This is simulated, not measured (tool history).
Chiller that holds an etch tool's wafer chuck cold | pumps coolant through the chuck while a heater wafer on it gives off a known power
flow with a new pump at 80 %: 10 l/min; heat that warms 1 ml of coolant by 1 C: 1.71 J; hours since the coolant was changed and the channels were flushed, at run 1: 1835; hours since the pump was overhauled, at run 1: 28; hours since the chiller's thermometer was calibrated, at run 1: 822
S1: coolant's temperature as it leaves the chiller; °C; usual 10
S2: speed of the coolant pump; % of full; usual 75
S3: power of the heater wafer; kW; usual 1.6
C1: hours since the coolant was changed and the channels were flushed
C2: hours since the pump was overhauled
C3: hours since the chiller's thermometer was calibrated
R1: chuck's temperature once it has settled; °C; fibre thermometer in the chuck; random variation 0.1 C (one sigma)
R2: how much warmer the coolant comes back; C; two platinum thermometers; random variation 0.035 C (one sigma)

Run 1, hour 0: usual settings; C1 1835; C2 28; C3 822. Result: R1 23.8 °C, R2 5.93 C.
Run 2, hour 20.2: usual settings; C1 1855; C2 48; C3 842. Result: R1 24.1 °C, R2 6 C.
Run 3, hour 49.1: usual settings; C1 1884; C2 77; C3 871. Result: R1 24 °C, R2 5.97 C.
Run 4, hour 68.8: usual settings; C1 1904; C2 97; C3 891. Result: R1 23.8 °C, R2 5.93 C.
Run 5, hour 94.1: usual settings; C1 1929; C2 122; C3 916. Result: R1 24.2 °C, R2 5.93 C.
Run 6, hour 122.4: usual settings; C1 1958; C2 150; C3 945. Result: R1 24.1 °C, R2 5.92 C.
Run 7, hour 143.8: usual settings but S2 73 % of full; C1 1979; C2 172; C3 966. Result: R1 24.3 °C, R2 6.11 C.
Run 8, hour 179.9: usual settings but S2 73 % of full; C1 2015; C2 208; C3 1002. Result: R1 24.3 °C, R2 6.07 C.
Run 9, hour 212.4: usual settings but S2 73 % of full; C1 2048; C2 240; C3 1035. Result: R1 24.1 °C, R2 6.17 C.
Run 10, hour 244.7: usual settings but S2 73 % of full; C1 2080; C2 273; C3 1067. Result: R1 24.4 °C, R2 6.11 C.
Run 11, hour 276.7: usual settings but S2 73 % of full; C1 2112; C2 305; C3 1099. Result: R1 24.3 °C, R2 6.14 C.
Run 12, hour 308.2: usual settings but S2 73 % of full; C1 2143; C2 336; C3 1130. Result: R1 24.1 °C, R2 6.17 C.
Run 13, hour 326.8: usual settings but S1 20 °C, S2 80 % of full, S3 1.769 kW; C1 2162; C2 355; C3 1149. Result: R1 34.7 °C, R2 6.25 C.
Run 14, hour 352.5: usual settings but S2 99 % of full, S3 1.769 kW; C1 2188; C2 380; C3 1175. Result: R1 23.1 °C, R2 5 C.
Run 15, hour 373.9: usual settings but S3 1.769 kW; C1 2209; C2 402; C3 1196. Result: R1 25.5 °C, R2 6.59 C.
Run 16, hour 406.6: usual settings but S3 1.769 kW; C1 2242; C2 434; C3 1229. Result: R1 25.8 °C, R2 6.57 C.
Run 17, hour 428.7: usual settings but S1 14 °C, S2 98 % of full, S3 0.9 kW; C1 2264; C2 457; C3 1251. Result: R1 20.7 °C, R2 2.58 C.
Run 18, hour 445.4: usual settings but S2 87 % of full; C1 2281; C2 473; C3 1268. Result: R1 22.9 °C, R2 5.09 C.
Run 19, hour 477.3: usual settings but S1 4 °C, S2 62 % of full, S3 2.145 kW; C1 2313; C2 505; C3 1299. Result: R1 25.5 °C, R2 9.69 C.
Run 20, hour 503.3: usual settings but S1 18 °C, S2 67 % of full, S3 1.333 kW; C1 2339; C2 531; C3 1325. Result: R1 30.8 °C, R2 5.64 C.
Run 21, hour 536.3: usual settings but S1 17 °C, S2 73 % of full, S3 0.996 kW; C1 2372; C2 564; C3 1358. Result: R1 25.9 °C, R2 3.81 C.
Run 22, hour 572.2: usual settings but S1 17 °C, S2 73 % of full, S3 0.996 kW; C1 2407; C2 600; C3 1394. Result: R1 26 °C, R2 3.86 C.
Run 23, hour 607.5: usual settings but S1 12 °C, S2 62 % of full, S3 1.53 kW; C1 2443; C2 635; C3 1430. Result: R1 27.3 °C, R2 6.94 C.

Forecast each of these 3 alternatives for the next run:
Run A, hour 628.7: usual settings but S1 6 °C, S2 65 % of full, S3 0.836 kW; C1 2464; C2 657; C3 1451. Result: R1 ?, R2 ?.
Run B, hour 628.7: usual settings but S1 12 °C, S2 60 % of full, S3 1.26 kW; C1 2464; C2 657; C3 1451. Result: R1 ?, R2 ?.
Run C, hour 628.7: usual settings but S1 11 °C, S3 2.079 kW; C1 2464; C2 657; C3 1451. Result: R1 ?, R2 ?.

run    R1    R2
  A  14.2  3.57
  B    25   5.9
  C  29.5  7.83
Without the tool's hidden state the same runs would have given:
run    R1    R2
  A    14  3.57
  B  24.6  5.91
  C    29  7.85
